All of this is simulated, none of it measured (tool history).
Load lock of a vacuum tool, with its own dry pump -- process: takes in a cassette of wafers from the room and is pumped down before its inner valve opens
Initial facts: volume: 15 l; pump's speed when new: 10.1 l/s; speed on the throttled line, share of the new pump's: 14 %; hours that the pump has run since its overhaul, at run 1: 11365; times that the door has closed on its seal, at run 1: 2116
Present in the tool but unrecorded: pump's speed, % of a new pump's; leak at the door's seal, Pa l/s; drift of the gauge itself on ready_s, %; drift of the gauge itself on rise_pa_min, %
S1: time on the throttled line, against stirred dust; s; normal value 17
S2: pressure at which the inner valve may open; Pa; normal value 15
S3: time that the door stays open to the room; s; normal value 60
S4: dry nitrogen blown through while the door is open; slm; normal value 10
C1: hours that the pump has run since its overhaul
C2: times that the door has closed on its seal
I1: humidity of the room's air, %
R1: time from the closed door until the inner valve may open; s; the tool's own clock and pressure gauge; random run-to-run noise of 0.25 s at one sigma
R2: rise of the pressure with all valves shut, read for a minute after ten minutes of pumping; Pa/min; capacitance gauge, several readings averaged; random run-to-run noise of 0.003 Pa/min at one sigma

Run 1, day 0: usual settings; C1 11365; C2 2116; I1 44.3. Result: R1 31.1 s, R2 0.052 Pa/min.
Run 2, day 6.042: usual settings; C1 11510; C2 2464; I1 43.2. Result: R1 30.6 s, R2 0.044 Pa/min.
Run 3, day 11.696: usual settings; C1 11646; C2 2790; I1 45.3. Result: R1 31.3 s, R2 0.051 Pa/min.
Run 4, day 16.467: usual settings; C1 11761; C2 3065; I1 47.1. Result: R1 31.1 s, R2 0.049 Pa/min.
Run 5, day 19.796: usual settings; C1 11840; C2 3257; I1 49.9. Result: R1 30.8 s, R2 0.056 Pa/min.
At day 23.583: dry pump taken out, an overhauled one fitted.
Run 6, day 24.538: usual settings; C1 23; C2 3516; I1 47.3. Result: R1 27.8 s, R2 0.051 Pa/min.
Run 7, day 28.121: usual settings but S2 13 Pa; C1 109; C2 3723; I1 44.6. Result: R1 27.8 s, R2 0.051 Pa/min.
Run 8, day 33.554: usual settings; C1 239; C2 4036; I1 43.3. Result: R1 27.6 s, R2 0.051 Pa/min.
Run 9, day 37.454: usual settings but S2 28 Pa; C1 333; C2 4261; I1 46.5. Result: R1 26.8 s, R2 0.054 Pa/min.
Run 10, day 40.346: usual settings but S2 28 Pa; C1 402; C2 4428; I1 42.8. Result: R1 26.9 s, R2 0.057 Pa/min.
Run 11, day 45.862: usual settings but S2 28 Pa; C1 535; C2 4746; I1 46.5. Result: R1 26.8 s, R2 0.056 Pa/min.
Run 12, day 50.342: usual settings but S2 28 Pa; C1 642; C2 5004; I1 46.4. Result: R1 26.5 s, R2 0.057 Pa/min.
Run 13, day 56.575: usual settings but S2 28 Pa; C1 792; C2 5363; I1 39.4. Result: R1 26.8 s, R2 0.057 Pa/min.
Run 14, day 61.317: usual settings but S2 28 Pa; C1 906; C2 5637; I1 45.1. Result: R1 26.7 s, R2 0.065 Pa/min.
Run 15, day 67: usual settings but S2 28 Pa; C1 1042; C2 5965; I1 45.9. Result: R1 26.9 s, R2 0.063 Pa/min.
Run 16, day 71.071: usual settings but S2 28 Pa; C1 1140; C2 6199; I1 46.8. Result: R1 26.9 s, R2 0.062 Pa/min.
Run 17, day 75.842: usual settings but S2 11 Pa; C1 1254; C2 6474; I1 45.5. Result: R1 28.4 s, R2 0.066 Pa/min.
Run 18, day 78.717: usual settings but S3 85 s; C1 1323; C2 6640; I1 41.8. Result: R1 28.1 s, R2 0.066 Pa/min.
Run 19, day 84.617: usual settings; C1 1465; C2 6980; I1 43.9. Result: R1 28.3 s, R2 0.071 Pa/min.
Run 20, day 87.542: usual settings but S3 37 s, S4 14 slm; C1 1535; C2 7149; I1 44.8. Result: R1 28.1 s, R2 0.065 Pa/min.
Run 21, day 92.267: usual settings but S1 16 s, S3 33 s, S4 14 slm; C1 1648; C2 7421; I1 43.5. Result: R1 27.6 s, R2 0.058 Pa/min.
Run 22, day 96.504: usual settings but S1 27 s, S2 22 Pa, S3 100 s, S4 20 slm; C1 1750; C2 7666; I1 46.7. Result: R1 36.2 s, R2 0.07 Pa/min.
Run 23, day 102.442: usual settings but S1 10 s, S4 5 slm; C1 1893; C2 8008; I1 47.4. Result: R1 22.4 s, R2 0.077 Pa/min.
Run 24, day 107.633: usual settings but S1 10 s, S3 34 s, S4 5 slm; C1 2017; C2 8307; I1 45.7. Result: R1 22.2 s, R2 0.079 Pa/min.
Run 25, day 113.85: usual settings but S1 33 s, S3 47 s; C1 2166; C2 8666; I1 43.7. Result: R1 42 s, R2 0.074 Pa/min.
Run 26, day 120.058: usual settings but S1 8 s, S4 5 slm; C1 2315; C2 9024; I1 47. Result: R1 20.9 s, R2 0.094 Pa/min.
Run 27, day 125.283: usual settings but S1 8 s, S4 5 slm; C1 2441; C2 9325; I1 46.3. Result: R1 20.6 s, R2 0.093 Pa/min.
Run 28, day 128.433: usual settings but S1 23 s, S2 11 Pa, S3 100 s, S4 29 slm; C1 2516; C2 9507; I1 44.7. Result: R1 34.2 s, R2 0.072 Pa/min.
Run 29, day 133.467: usual settings but S1 10 s, S3 82 s; C1 2637; C2 9797; I1 43.6. Result: R1 22.7 s, R2 0.088 Pa/min.
Run 30, day 137.038: usual settings but S1 11 s, S2 12 Pa; C1 2723; C2 10003; I1 43.1. Result: R1 23.1 s, R2 0.087 Pa/min.
Run 31, day 140.088: usual settings but S1 11 s, S2 12 Pa, S3 121 s; C1 2796; C2 10179; I1 47.2. Result: R1 23.7 s, R2 0.1 Pa/min.
Run 32, day 144.058: usual settings but S1 14 s, S2 25 Pa; C1 2891; C2 10407; I1 45.6. Result: R1 25.1 s, R2 0.089 Pa/min.
Run 33, day 149.479: usual settings but S1 29 s, S2 25 Pa; C1 3021; C2 10720; I1 45.9. Result: R1 37.9 s, R2 0.091 Pa/min.
Run 34, day 154.1: usual settings but S1 16 s, S2 11 Pa, S3 37 s, S4 8 slm; C1 3132; C2 10986; I1 45.2. Result: R1 28.3 s, R2 0.093 Pa/min.
Run 35, day 160.217: usual settings but S1 14 s, S2 23 Pa, S3 84 s, S4 15 slm; C1 3279; C2 11339; I1 44.7. Result: R1 25.4 s, R2 0.092 Pa/min.
Run 36, day 163.154: usual settings but S1 14 s, S3 84 s, S4 18 slm; C1 3350; C2 11508; I1 45.1. Result: R1 25.7 s, R2 0.089 Pa/min.
Run 37, day 167.792: usual settings but S1 15 s, S2 11 Pa, S3 27 s, S4 14 slm; C1 3461; C2 11776; I1 46.8. Result: R1 27.1 s, R2 0.086 Pa/min.
Run 38, day 172.571: usual settings but S3 111 s, S4 4 slm; C1 3576; C2 12052; I1 45.2. Result: R1 28.4 s, R2 0.122 Pa/min.

Each row is a separate what-if for the run after 38, all from the same tool condition, not one after another. Results?
Run A, day 176.371: usual settings but S1 9 s, S2 12 Pa, S3 111 s, S4 4 slm; C1 3667; C2 12271; I1 40.6. Result: R1 ?, R2 ?.
Run B, day 176.371: usual settings but S3 117 s, S4 4 slm; C1 3667; C2 12271; I1 45.7. Result: R1 ?, R2 ?.
Run C, day 176.371: usual settings but S2 24 Pa, S3 94 s; C1 3667; C2 12271; I1 46.1. Result: R1 ?, R2 ?.

run    R1     R2
  A  22.5   0.12
  B  28.6   0.12
  C    28  0.107
Stripped of hidden state, with their random variation kept, the same runs would have yielded:
run    R1     R2
  A  21.7  0.049
  B  27.9  0.052
  C  27.3  0.039
